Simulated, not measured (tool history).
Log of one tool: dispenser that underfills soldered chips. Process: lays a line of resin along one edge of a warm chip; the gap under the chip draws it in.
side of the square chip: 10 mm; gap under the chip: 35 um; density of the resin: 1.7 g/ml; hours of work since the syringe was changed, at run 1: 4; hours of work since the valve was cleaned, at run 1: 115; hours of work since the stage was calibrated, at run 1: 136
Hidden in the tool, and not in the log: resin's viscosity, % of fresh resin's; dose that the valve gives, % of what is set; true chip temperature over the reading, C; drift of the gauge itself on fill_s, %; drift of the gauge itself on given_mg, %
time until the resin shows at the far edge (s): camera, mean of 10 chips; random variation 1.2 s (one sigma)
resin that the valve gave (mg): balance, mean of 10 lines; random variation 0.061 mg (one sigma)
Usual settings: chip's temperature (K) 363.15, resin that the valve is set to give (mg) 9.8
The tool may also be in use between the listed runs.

run,hour,chip's temperature (K),resin that the valve is set to give (mg),hours of work since the syringe was changed,hours of work since the valve was cleaned,hours of work since the stage was calibrated,time until the resin shows at the far edge (s),resin that the valve gave (mg)
1,0,363.15,9.8,4,115,136,142,9.36
2,3.6,363.15,9.8,6,118,138,165,9.31
# hour 8: dispensing valve cleaned and set on the balance
# hour 9.3: new syringe of resin
3,10.9,363.15,9.8,1,2,143,128.2,9.8
4,15.6,363.15,9.8,4,5,146,155.2,9.89
5,20.5,363.15,9.8,8,9,150,181,9.73
# hour 22.4: new syringe of resin
6,26.1,363.15,9.8,3,13,153,132,9.84
7,30.1,363.15,9.8,6,15,156,158.1,9.94
# hour 35.6: new syringe of resin
8,36,363.15,9.8,0,19,160,121.4,9.74
9,39.2,369.15,9.8,3,22,163,109.1,9.74
10,45.8,363.15,9.8,7,26,167,174.3,9.9
# hour 48.7: new syringe of resin
11,49.4,363.15,9.8,0,29,170,120.4,9.77
12,56.5,371.15,9.8,6,34,175,119.3,9.76
13,60.1,371.15,9.8,8,37,177,136.4,9.66
# hour 61.8: new syringe of resin
14,63.5,352.15,9.8,1,39,180,193.3,9.58
15,70.6,363.15,9.8,6,44,185,166.9,9.57
16,74.2,363.15,9.8,9,46,187,192.8,9.73
# hour 74.9: new syringe of resin
17,77.9,363.15,9.8,2,49,190,137.3,9.69
18,82.6,363.15,9.8,6,52,193,162.8,9.72
19,86.5,367.15,10.33,8,55,196,159,10.19
# hour 87.9: new syringe of resin
20,91.7,367.15,10.33,3,58,199,118.2,10.09
21,95.8,367.15,10.33,6,61,202,135.9,10.18
# hour 101.1: new syringe of resin
22,101.1,367.15,10.33,0,65,206,102.4,10.18
23,104.8,367.15,10.33,3,68,208,118.8,10.2
24,107.8,363.15,9.36,5,70,211,155.7,9.2
# hour 114.2: new syringe of resin
25,114.5,363.15,9.36,0,74,215,122,9.11
26,118.9,367.15,8.78,3,78,218,127.8,8.73
27,125.3,367.15,8.78,8,82,223,166,8.57
# hour 127.6: new syringe of resin
28,129.3,368.15,8.35,1,85,226,109.2,8.12
29,133.2,377.15,10.96,4,88,228,89.2,10.67
30,138.6,377.15,10.96,8,91,232,108,10.51
# hour 140.8: new syringe of resin
31,146.1,356.15,12.58,4,97,237,188.9,12.11
32,150.8,356.15,12.58,7,100,241,227.1,12.14
# hour 154: new syringe of resin
33,154.7,356.15,12.58,0,103,243,159.9,12.11
34,158.9,376.15,8.37,3,106,246,93.2,8.1
35,164.5,367.15,9.84,7,110,250,157.9,9.53
# hour 167.3: new syringe of resin
36,170.5,360.15,10.09,2,114,254,156.6,9.75

3 ways to go on from here, each from the tool as it stands after run 36. What would each give?
A,175.6,367.15,11.44,6,117,258,?,?
B,175.6,355.15,9.01,6,117,258,?,?
C,175.6,351.15,11.52,6,117,258,?,?

run,time until the resin shows at the far edge (s),resin that the valve gave (mg)
A,141.9,10.96
B,227.5,8.65
C,265.8,11.14
Without the tool's hidden state the same runs would have given:
run,time until the resin shows at the far edge (s),resin that the valve gave (mg)
A,97.9,11.35
B,155.7,8.96
C,182.6,11.54
